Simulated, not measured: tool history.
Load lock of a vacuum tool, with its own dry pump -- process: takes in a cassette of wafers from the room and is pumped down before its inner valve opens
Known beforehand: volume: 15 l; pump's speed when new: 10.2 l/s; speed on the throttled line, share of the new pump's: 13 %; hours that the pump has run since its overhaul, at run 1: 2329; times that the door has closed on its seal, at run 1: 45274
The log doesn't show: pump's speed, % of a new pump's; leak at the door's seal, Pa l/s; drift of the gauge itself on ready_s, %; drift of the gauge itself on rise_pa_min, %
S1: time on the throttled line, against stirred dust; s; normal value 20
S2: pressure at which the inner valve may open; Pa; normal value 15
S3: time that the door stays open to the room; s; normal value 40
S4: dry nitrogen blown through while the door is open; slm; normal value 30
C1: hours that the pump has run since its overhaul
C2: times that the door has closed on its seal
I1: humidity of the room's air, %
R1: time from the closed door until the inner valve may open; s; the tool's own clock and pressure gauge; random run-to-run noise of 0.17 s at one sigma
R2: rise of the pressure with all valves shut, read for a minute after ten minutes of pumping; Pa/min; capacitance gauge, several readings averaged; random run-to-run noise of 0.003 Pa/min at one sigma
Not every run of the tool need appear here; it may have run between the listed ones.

run,hour,S1,S2,S3,S4,C1,C2,I1,R1,R2
1,0,20,15,40,30,2329,45274,43,30.7,0.16
2,157.2,20,15,40,30,2486,46022,45.3,30.5,0.163
3,238,20,15,40,30,2567,46406,48.3,30.8,0.171
4,355.5,20,15,40,30,2684,46964,47.6,30.6,0.167
5,501.5,10,15,40,30,2831,47659,45.9,21.9,0.173
6,654.8,10,15,40,30,2984,48388,45.6,21.9,0.173
7,782.5,10,15,40,30,3112,48995,45,21.9,0.182
8,953.8,10,15,40,30,3283,49809,43.1,22,0.182
9,1042,10,15,40,30,3371,50229,42.5,22,0.18
10,1149.9,10,15,40,30,3479,50742,42.5,22.1,0.184
11,1280.2,20,15,40,30,3609,51361,48.8,30.4,0.183
12,1404.7,20,15,40,30,3734,51953,43.7,30.7,0.185
13,1523.5,20,15,40,30,3853,52518,44,30.9,0.19
14,1673.8,20,15,40,30,4003,53233,45,30.8,0.2
15,1770.3,20,15,40,30,4099,53692,45.8,31.1,0.199
16,1849.6,20,15,40,30,4179,54069,45.4,30.8,0.198
17,1936.2,20,15,40,30,4265,54480,46,30.9,0.201
18,2102.6,20,15,40,30,4432,55272,48,30.5,0.205
19,2185.6,14,15,133,30,4515,55666,42.3,25.4,0.241
20,2372.9,12,26,29,8,4702,56557,47,22.8,0.224
21,2498.4,35,12,29,6,4827,57154,42.5,44.1,0.224
22,2626.6,27,15,40,13,4956,57763,40.5,37,0.218
23,2759.4,20,22,40,30,5088,58395,42.9,30.3,0.211
24,2935.4,20,22,40,30,5264,59231,45.9,30.5,0.216
25,3051.9,20,18,33,30,5381,59785,46.6,30.7,0.219
26,3162.7,30,14,40,30,5492,60312,46.5,39.6,0.223
27,3288,11,15,40,6,5617,60908,42.7,23.1,0.244
28,3430.1,12,15,40,30,5759,61584,43.8,23.9,0.222
29,3556.3,12,15,40,30,5885,62184,43.1,24,0.227
30,3675.8,12,15,40,30,6005,62752,46.3,23.9,0.233
31,3839,29,19,69,42,6168,63528,45.5,38.5,0.245
32,3943.2,24,13,194,30,6272,64023,42.1,34.7,0.301
33,4128.3,24,13,194,30,6457,64904,42.5,34.9,0.311
34,4267.6,24,19,121,30,6597,65566,48.2,33.9,0.284
35,4415.5,40,14,196,12,6745,66269,48.3,48.5,0.385
36,4529.5,40,14,196,12,6859,66811,47.5,48.3,0.384

Each row is a separate what-if for the run after 36, all from the same tool condition, not one after another. Results?
A,4672.7,32,15,40,30,7002,67492,48.2,?,?
B,4672.7,40,14,111,12,7002,67492,40.8,?,?
C,4672.7,40,17,109,12,7002,67492,42.5,?,?

run,R1,R2
A,41.4,0.257
B,48.6,0.319
C,48.3,0.324
Stripped of hidden state, with their random variation kept, the same runs would have yielded:
run,R1,R2
A,41,0.056
B,48.2,0.116
C,47.9,0.124
